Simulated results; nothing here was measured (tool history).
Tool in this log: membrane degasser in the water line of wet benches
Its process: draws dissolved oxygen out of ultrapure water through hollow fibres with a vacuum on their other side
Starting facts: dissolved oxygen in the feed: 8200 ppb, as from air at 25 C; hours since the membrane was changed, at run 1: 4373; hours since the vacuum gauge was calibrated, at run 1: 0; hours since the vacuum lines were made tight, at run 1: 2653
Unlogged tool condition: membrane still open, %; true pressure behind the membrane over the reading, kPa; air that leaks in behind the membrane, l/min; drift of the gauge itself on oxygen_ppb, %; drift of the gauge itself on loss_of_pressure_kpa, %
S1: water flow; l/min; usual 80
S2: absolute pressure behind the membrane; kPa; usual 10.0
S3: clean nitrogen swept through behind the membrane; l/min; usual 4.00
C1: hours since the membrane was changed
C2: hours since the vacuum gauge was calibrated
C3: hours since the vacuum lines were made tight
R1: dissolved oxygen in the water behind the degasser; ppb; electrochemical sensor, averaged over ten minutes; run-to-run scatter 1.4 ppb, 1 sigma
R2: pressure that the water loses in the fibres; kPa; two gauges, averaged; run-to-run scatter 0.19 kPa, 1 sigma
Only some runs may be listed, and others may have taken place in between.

run	day	S1	S2	S3	C1	C2	C3	R1	R2
1	0.000	80	10.0	4.00	4373	0	2653	314.8	47.16
2	4.121	80	10.0	4.00	4471	99	2752	311.0	46.81
3	9.788	80	10.0	4.00	4608	235	2888	311.9	46.82
4	15.558	80	10.0	7.25	4746	373	3026	193.5	46.91
5	21.396	80	10.0	4.00	4886	513	3167	311.8	47.00
6	24.292	80	11.9	4.00	4956	583	3236	391.3	46.85
7	27.721	80	11.9	4.00	5038	665	3318	395.4	47.33
8	32.900	93	10.0	4.00	5162	790	3443	363.7	54.95
9	36.754	80	10.0	4.00	5255	882	3535	315.9	47.01
10	42.783	80	10.0	4.00	5399	1027	3680	315.0	47.25
11	48.029	80	10.0	4.00	5525	1153	3806	315.2	47.13
12	51.950	80	10.0	4.00	5619	1247	3900	315.9	47.06
13	55.342	80	24.8	4.00	5701	1328	3981	894.2	47.55
14	59.000	80	24.8	4.00	5789	1416	4069	890.9	47.02
15	61.758	80	10.0	4.00	5855	1482	4135	315.5	47.22
16	66.217	113	10.0	4.00	5962	1589	4242	454.3	66.12
17	69.933	113	10.0	4.00	6051	1678	4331	455.0	66.44
18	74.538	121	15.5	9.48	6161	1789	4442	424.8	70.83
19	80.233	104	13.4	3.22	6298	1926	4579	688.4	61.49
20	85.975	104	13.4	3.22	6436	2063	4716	687.1	61.51
21	91.750	64	12.9	3.30	6575	2202	4855	418.7	38.10
22	97.358	80	10.2	4.00	6709	2337	4990	325.5	47.24
23	100.242	86	21.8	3.09	6778	2406	5059	1022.3	50.85
24	106.288	86	21.8	3.09	6924	2551	5204	1024.9	50.56
25	109.562	86	21.8	3.09	7002	2630	5283	1015.5	51.29
26	114.392	86	21.8	3.09	7118	2745	5398	1023.0	50.77
27	117.904	86	21.8	3.09	7202	2830	5483	1015.7	51.14
28	121.733	74	21.8	7.03	7294	2922	5575	454.7	43.72
29	124.417	126	6.9	4.91	7359	2986	5639	287.9	75.13
30	127.325	74	9.3	4.00	7428	3056	5709	271.3	43.74
31	132.375	56	10.3	5.00	7550	3177	5830	193.5	33.15

Below are 5 alternative next runs, each starting from the tool's condition after run 31. Predict each:
A	137.125	56	16.6	9.98	7664	3291	5944	?	?
B	137.125	83	19.1	4.57	7664	3291	5944	?	?
C	137.125	56	10.3	6.80	7664	3291	5944	?	?
D	137.125	89	10.8	5.36	7664	3291	5944	?	?
E	137.125	80	10.0	4.00	7664	3291	5944	?	?

run	R1	R2
A	188.8	33.04
B	640.6	49.24
C	146.6	33.17
D	313.0	52.77
E	321.8	47.69
Had the tool no hidden state, the same runs would have come out as:
run	R1	R2
A	184.7	32.24
B	630.2	48.06
C	141.8	32.37
D	302.6	51.51
E	311.2	46.55
